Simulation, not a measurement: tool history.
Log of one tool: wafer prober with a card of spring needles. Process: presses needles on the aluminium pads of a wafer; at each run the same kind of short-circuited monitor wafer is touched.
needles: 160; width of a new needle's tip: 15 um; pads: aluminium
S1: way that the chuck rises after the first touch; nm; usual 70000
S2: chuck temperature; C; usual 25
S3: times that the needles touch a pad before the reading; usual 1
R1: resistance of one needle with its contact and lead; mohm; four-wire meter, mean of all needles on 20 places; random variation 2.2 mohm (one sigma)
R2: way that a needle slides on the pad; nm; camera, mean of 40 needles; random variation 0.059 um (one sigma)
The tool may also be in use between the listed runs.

Run 1, hour 0.0: usual settings. Result: R1 287 mohm, R2 9290 nm.
At hour 2.7: tips cleaned on abrasive film.
At hour 6.8: height of the first contact set anew.
At hour 9.4: tips cleaned on abrasive film.
At hour 15.9: tips cleaned on abrasive film.
At hour 21.1: tips cleaned on abrasive film.
At hour 27.6: tips cleaned on abrasive film.
At hour 33.8: tips cleaned on abrasive film.
Run 2, hour 33.8: usual settings. Result: R1 247 mohm, R2 9660 nm.
At hour 39.0: tips cleaned on abrasive film.
At hour 45.5: tips cleaned on abrasive film.
At hour 51.9: tips cleaned on abrasive film.
At hour 58.4: tips cleaned on abrasive film.
At hour 64.9: tips cleaned on abrasive film.
At hour 71.4: tips cleaned on abrasive film.
At hour 76.6: tips cleaned on abrasive film.
Run 3, hour 77.7: usual settings. Result: R1 270 mohm, R2 9580 nm.
At hour 83.0: tips cleaned on abrasive film.
At hour 89.4: tips cleaned on abrasive film.
At hour 95.9: tips cleaned on abrasive film.
At hour 102.4: tips cleaned on abrasive film.
At hour 108.9: tips cleaned on abrasive film.
At hour 115.4: tips cleaned on abrasive film.
At hour 121.9: tips cleaned on abrasive film.
Run 4, hour 123.5: usual settings. Result: R1 276 mohm, R2 9530 nm.
At hour 127.4: tips cleaned on abrasive film.
At hour 133.9: tips cleaned on abrasive film.
At hour 140.4: tips cleaned on abrasive film.
At hour 146.9: tips cleaned on abrasive film.
At hour 153.4: tips cleaned on abrasive film.
At hour 158.6: tips cleaned on abrasive film.
At hour 165.1: tips cleaned on abrasive film.
At hour 171.5: tips cleaned on abrasive film.
At hour 176.8: tips cleaned on abrasive film.
At hour 182.2: tips cleaned on abrasive film.
Run 5, hour 182.2: usual settings. Result: R1 246 mohm, R2 9380 nm.
At hour 187.4: tips cleaned on abrasive film.
At hour 193.9: tips cleaned on abrasive film.
At hour 199.1: tips cleaned on abrasive film.
At hour 205.6: tips cleaned on abrasive film.
At hour 212.1: tips cleaned on abrasive film.
At hour 217.3: tips cleaned on abrasive film.
At hour 223.7: tips cleaned on abrasive film.
Run 6, hour 223.9: usual settings. Result: R1 252 mohm, R2 9450 nm.
At hour 229.1: tips cleaned on abrasive film.
At hour 235.6: tips cleaned on abrasive film.
At hour 240.8: tips cleaned on abrasive film.
At hour 247.3: tips cleaned on abrasive film.
At hour 253.8: tips cleaned on abrasive film.
At hour 254.1: height of the first contact set anew.
At hour 260.6: tips cleaned on abrasive film.
At hour 267.0: tips cleaned on abrasive film.
At hour 273.5: tips cleaned on abrasive film.
At hour 280.0: tips cleaned on abrasive film.
At hour 286.5: tips cleaned on abrasive film.
Run 7, hour 287.9: usual settings. Result: R1 274 mohm, R2 9690 nm.
At hour 291.9: tips cleaned on abrasive film.
At hour 298.3: tips cleaned on abrasive film.
At hour 304.8: tips cleaned on abrasive film.
At hour 311.3: tips cleaned on abrasive film.
At hour 317.8: tips cleaned on abrasive film.
At hour 323.0: tips cleaned on abrasive film.
At hour 329.5: tips cleaned on abrasive film.
At hour 334.7: tips cleaned on abrasive film.
Run 8, hour 338.0: usual settings. Result: R1 300 mohm, R2 9440 nm.
At hour 340.7: tips cleaned on abrasive film.
At hour 347.2: tips cleaned on abrasive film.
At hour 352.4: tips cleaned on abrasive film.
At hour 358.9: tips cleaned on abrasive film.
At hour 364.1: tips cleaned on abrasive film.
At hour 370.6: tips cleaned on abrasive film.
At hour 375.8: tips cleaned on abrasive film.
At hour 382.3: tips cleaned on abrasive film.
At hour 388.7: tips cleaned on abrasive film.
At hour 395.2: tips cleaned on abrasive film.
At hour 401.7: tips cleaned on abrasive film.
Run 9, hour 401.8: usual settings but S3 2. Result: R1 246 mohm, R2 9450 nm.
At hour 407.0: tips cleaned on abrasive film.
At hour 413.5: tips cleaned on abrasive film.
At hour 420.0: tips cleaned on abrasive film.
At hour 426.4: tips cleaned on abrasive film.
At hour 431.7: tips cleaned on abrasive film.
Run 10, hour 434.3: usual settings but S3 2. Result: R1 276 mohm, R2 9440 nm.
At hour 437.0: tips cleaned on abrasive film.
At hour 443.5: tips cleaned on abrasive film.
At hour 450.0: tips cleaned on abrasive film.
At hour 462.0: card fitted with new needles.
At hour 467.2: tips cleaned on abrasive film.
At hour 473.7: tips cleaned on abrasive film.
At hour 480.2: tips cleaned on abrasive film.
At hour 486.6: tips cleaned on abrasive film.
Run 11, hour 490.1: usual settings but S1 56000 nm, S3 2. Result: R1 272 mohm, R2 7710 nm.
At hour 492.7: tips cleaned on abrasive film.
At hour 499.2: tips cleaned on abrasive film.
At hour 505.7: tips cleaned on abrasive film.
At hour 512.2: tips cleaned on abrasive film.
At hour 518.6: tips cleaned on abrasive film.
At hour 525.1: tips cleaned on abrasive film.
At hour 530.3: tips cleaned on abrasive film.
At hour 536.8: tips cleaned on abrasive film.
At hour 543.3: tips cleaned on abrasive film.
Run 12, hour 546.6: usual settings but S1 56000 nm, S3 2. Result: R1 274 mohm, R2 7580 nm.
At hour 549.2: tips cleaned on abrasive film.
At hour 555.7: tips cleaned on abrasive film.
At hour 562.2: tips cleaned on abrasive film.
At hour 567.4: tips cleaned on abrasive film.
At hour 573.9: tips cleaned on abrasive film.
At hour 580.4: tips cleaned on abrasive film.
At hour 585.6: tips cleaned on abrasive film.
At hour 591.7: tips cleaned on abrasive film.
Run 13, hour 591.7: usual settings but S1 56000 nm, S3 2. Result: R1 247 mohm, R2 7560 nm.
At hour 598.2: tips cleaned on abrasive film.
At hour 604.6: tips cleaned on abrasive film.
At hour 611.1: tips cleaned on abrasive film.
At hour 617.6: tips cleaned on abrasive film.
At hour 622.8: tips cleaned on abrasive film.
At hour 629.3: tips cleaned on abrasive film.
At hour 635.8: tips cleaned on abrasive film.
At hour 642.3: tips cleaned on abrasive film.
At hour 647.5: tips cleaned on abrasive film.
At hour 654.0: tips cleaned on abrasive film.
Run 14, hour 658.0: usual settings but S1 62000 nm, S3 2. Result: R1 268 mohm, R2 8340 nm.
At hour 659.3: tips cleaned on abrasive film.
At hour 665.8: tips cleaned on abrasive film.
At hour 672.3: tips cleaned on abrasive film.
At hour 678.8: tips cleaned on abrasive film.
At hour 685.3: tips cleaned on abrasive film.
At hour 691.8: tips cleaned on abrasive film.
At hour 697.0: tips cleaned on abrasive film.
At hour 703.5: tips cleaned on abrasive film.
Run 15, hour 705.5: usual settings but S1 74000 nm, S2 28 C. Result: R1 264 mohm, R2 9840 nm.
At hour 708.3: height of the first contact set anew.
At hour 709.7: tips cleaned on abrasive film.
At hour 716.2: tips cleaned on abrasive film.
At hour 721.4: tips cleaned on abrasive film.
At hour 727.9: tips cleaned on abrasive film.
At hour 734.4: tips cleaned on abrasive film.
At hour 740.9: tips cleaned on abrasive film.
At hour 747.3: tips cleaned on abrasive film.
At hour 753.8: tips cleaned on abrasive film.
At hour 760.3: tips cleaned on abrasive film.
Run 16, hour 762.0: usual settings but S1 74000 nm, S2 28 C. Result: R1 263 mohm, R2 10110 nm.
At hour 766.0: tips cleaned on abrasive film.
At hour 771.2: tips cleaned on abrasive film.
At hour 777.7: tips cleaned on abrasive film.
At hour 784.1: tips cleaned on abrasive film.
At hour 790.6: tips cleaned on abrasive film.
At hour 797.1: tips cleaned on abrasive film.
Run 17, hour 799.9: usual settings but S1 65000 nm, S2 44 C, S3 2. Result: R1 269 mohm, R2 8820 nm.
At hour 802.5: tips cleaned on abrasive film.
At hour 809.0: tips cleaned on abrasive film.
At hour 815.5: tips cleaned on abrasive film.
At hour 822.0: tips cleaned on abrasive film.
At hour 828.5: tips cleaned on abrasive film.
At hour 835.0: tips cleaned on abrasive film.
At hour 841.5: tips cleaned on abrasive film.
At hour 847.9: tips cleaned on abrasive film.
At hour 854.4: tips cleaned on abrasive film.
At hour 859.6: tips cleaned on abrasive film.
At hour 866.1: tips cleaned on abrasive film.
Run 18, hour 869.3: usual settings but S1 72000 nm. Result: R1 274 mohm, R2 9700 nm.
At hour 871.9: tips cleaned on abrasive film.
At hour 877.1: tips cleaned on abrasive film.
At hour 883.6: tips cleaned on abrasive film.
At hour 890.1: tips cleaned on abrasive film.
At hour 896.6: tips cleaned on abrasive film.
Run 19, hour 901.4: usual settings but S1 72000 nm. Result: R1 285 mohm, R2 9730 nm.
At hour 902.7: tips cleaned on abrasive film.
At hour 909.2: tips cleaned on abrasive film.
At hour 915.7: tips cleaned on abrasive film.
At hour 920.9: tips cleaned on abrasive film.
At hour 927.4: tips cleaned on abrasive film.
At hour 932.6: tips cleaned on abrasive film.
Run 20, hour 933.7: usual settings but S1 57000 nm. Result: R1 274 mohm, R2 7580 nm.

Forecast each of these 4 alternatives for the next run:
At hour 938.9: tips cleaned on abrasive film.
At hour 945.4: tips cleaned on abrasive film.
At hour 951.9: tips cleaned on abrasive film.
At hour 954.7: height of the first contact set anew.
At hour 958.6: tips cleaned on abrasive film.
At hour 965.1: tips cleaned on abrasive film.
At hour 971.6: tips cleaned on abrasive film.
Run A, hour 975.4: usual settings but S1 68000 nm, S3 2. Result: R1 ?, R2 ?.
At hour 938.9: tips cleaned on abrasive film.
At hour 945.4: tips cleaned on abrasive film.
At hour 951.9: tips cleaned on abrasive film.
At hour 954.7: height of the first contact set anew.
At hour 958.6: tips cleaned on abrasive film.
At hour 965.1: tips cleaned on abrasive film.
At hour 971.6: tips cleaned on abrasive film.
Run B, hour 975.4: usual settings but S1 78000 nm, S2 45 C. Result: R1 ?, R2 ?.
At hour 938.9: tips cleaned on abrasive film.
At hour 945.4: tips cleaned on abrasive film.
At hour 951.9: tips cleaned on abrasive film.
At hour 954.7: height of the first contact set anew.
At hour 958.6: tips cleaned on abrasive film.
At hour 965.1: tips cleaned on abrasive film.
At hour 971.6: tips cleaned on abrasive film.
Run C, hour 975.4: usual settings but S2 62 C. Result: R1 ?, R2 ?.
At hour 938.9: tips cleaned on abrasive film.
At hour 945.4: tips cleaned on abrasive film.
At hour 951.9: tips cleaned on abrasive film.
At hour 954.7: height of the first contact set anew.
At hour 958.6: tips cleaned on abrasive film.
At hour 965.1: tips cleaned on abrasive film.
At hour 971.6: tips cleaned on abrasive film.
Run D, hour 975.4: usual settings but S1 76000 nm. Result: R1 ?, R2 ?.

run   R1     R2
  A  264   9340
  B  274  10730
  C  289   9580
  D  277  10550
Without the tool's hidden state the same runs would have given:
run   R1     R2
  A  236   9370
  B  239  10760
  C  248   9610
  D  239  10580

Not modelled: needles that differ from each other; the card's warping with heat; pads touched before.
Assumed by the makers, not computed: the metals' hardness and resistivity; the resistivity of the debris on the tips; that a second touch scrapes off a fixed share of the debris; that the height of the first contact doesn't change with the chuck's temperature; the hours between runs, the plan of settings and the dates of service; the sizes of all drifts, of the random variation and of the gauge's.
